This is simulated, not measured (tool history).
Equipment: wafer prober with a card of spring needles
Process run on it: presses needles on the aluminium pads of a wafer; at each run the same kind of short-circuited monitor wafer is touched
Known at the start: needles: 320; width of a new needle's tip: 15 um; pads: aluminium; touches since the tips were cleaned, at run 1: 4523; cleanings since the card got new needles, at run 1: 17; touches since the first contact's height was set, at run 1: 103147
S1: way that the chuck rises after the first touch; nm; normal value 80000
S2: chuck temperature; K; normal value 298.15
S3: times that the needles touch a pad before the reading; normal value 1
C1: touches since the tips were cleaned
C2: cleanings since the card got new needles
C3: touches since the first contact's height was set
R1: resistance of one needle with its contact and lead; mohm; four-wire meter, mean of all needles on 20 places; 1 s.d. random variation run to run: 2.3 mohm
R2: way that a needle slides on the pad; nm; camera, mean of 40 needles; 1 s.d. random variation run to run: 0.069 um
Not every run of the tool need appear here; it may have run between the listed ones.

| run | hour | S1 | S2 | S3 | C1 | C2 | C3 | R1 | R2 |
|---|---|---|---|---|---|---|---|---|---|
| 1 | 0.0 | 80000 | 298.15 | 1 | 4523 | 17 | 103147 | 308 | 18740 |
|  | 2.1 | tips cleaned on abrasive film |
| 2 | 24.6 | 80000 | 298.15 | 1 | 3701 | 18 | 107173 | 301 | 18830 |
|  | 33.3 | tips cleaned on abrasive film |
| 3 | 50.1 | 80000 | 300.15 | 1 | 2755 | 19 | 111344 | 298 | 18680 |
|  | 63.4 | tips cleaned on abrasive film |
| 4 | 76.3 | 80000 | 298.15 | 3 | 2119 | 20 | 115626 | 268 | 18690 |
|  | 93.5 | tips cleaned on abrasive film |
| 5 | 95.4 | 80000 | 298.15 | 1 | 312 | 21 | 118741 | 264 | 18800 |
| 6 | 108.6 | 80000 | 298.15 | 1 | 2480 | 21 | 120909 | 291 | 18710 |
|  | 123.1 | tips cleaned on abrasive film |
| 7 | 134.5 | 80000 | 298.15 | 1 | 1858 | 22 | 125144 | 289 | 18660 |
|  | 153.8 | tips cleaned on abrasive film |
| 8 | 154.3 | 80000 | 298.15 | 1 | 78 | 23 | 128384 | 265 | 18600 |
| 9 | 179.7 | 80000 | 298.15 | 1 | 4254 | 23 | 132560 | 308 | 18580 |
|  | 184.2 | tips cleaned on abrasive film |
| 10 | 202.3 | 77000 | 298.15 | 1 | 2967 | 24 | 136250 | 302 | 17850 |
|  | 215.1 | tips cleaned on abrasive film |
| 11 | 222.8 | 76000 | 298.15 | 2 | 1262 | 25 | 139594 | 268 | 17690 |
|  | 245.7 | tips cleaned on abrasive film |
| 12 | 247.5 | 76000 | 298.15 | 2 | 289 | 26 | 143638 | 263 | 17460 |
| 13 | 271.9 | 61000 | 298.15 | 2 | 4291 | 26 | 147640 | 312 | 13890 |
|  | 276.5 | tips cleaned on abrasive film |
| 14 | 285.8 | 72000 | 392.15 | 2 | 1527 | 27 | 149904 | 299 | 16620 |
| 15 | 296.6 | 62000 | 304.15 | 3 | 3301 | 27 | 151678 | 284 | 14260 |
|  | 306.5 | tips cleaned on abrasive film |
| 16 | 318.4 | 62000 | 304.15 | 2 | 1954 | 28 | 155251 | 293 | 14140 |
|  | 337.4 | tips cleaned on abrasive film |
| 17 | 339.6 | 84000 | 298.15 | 1 | 361 | 29 | 158709 | 267 | 19280 |

Run 18 is up next; what results do you expect?
| 18 | 354.4 | 98000 | 298.15 | 1 | 2791 | 29 | 161139 | ? | ? |

{"run 18": {"R1": 286, "R2": 22600}}
Minus the tool's unlogged condition, the same run would have read R1 254 mohm, R2 23350 nm.

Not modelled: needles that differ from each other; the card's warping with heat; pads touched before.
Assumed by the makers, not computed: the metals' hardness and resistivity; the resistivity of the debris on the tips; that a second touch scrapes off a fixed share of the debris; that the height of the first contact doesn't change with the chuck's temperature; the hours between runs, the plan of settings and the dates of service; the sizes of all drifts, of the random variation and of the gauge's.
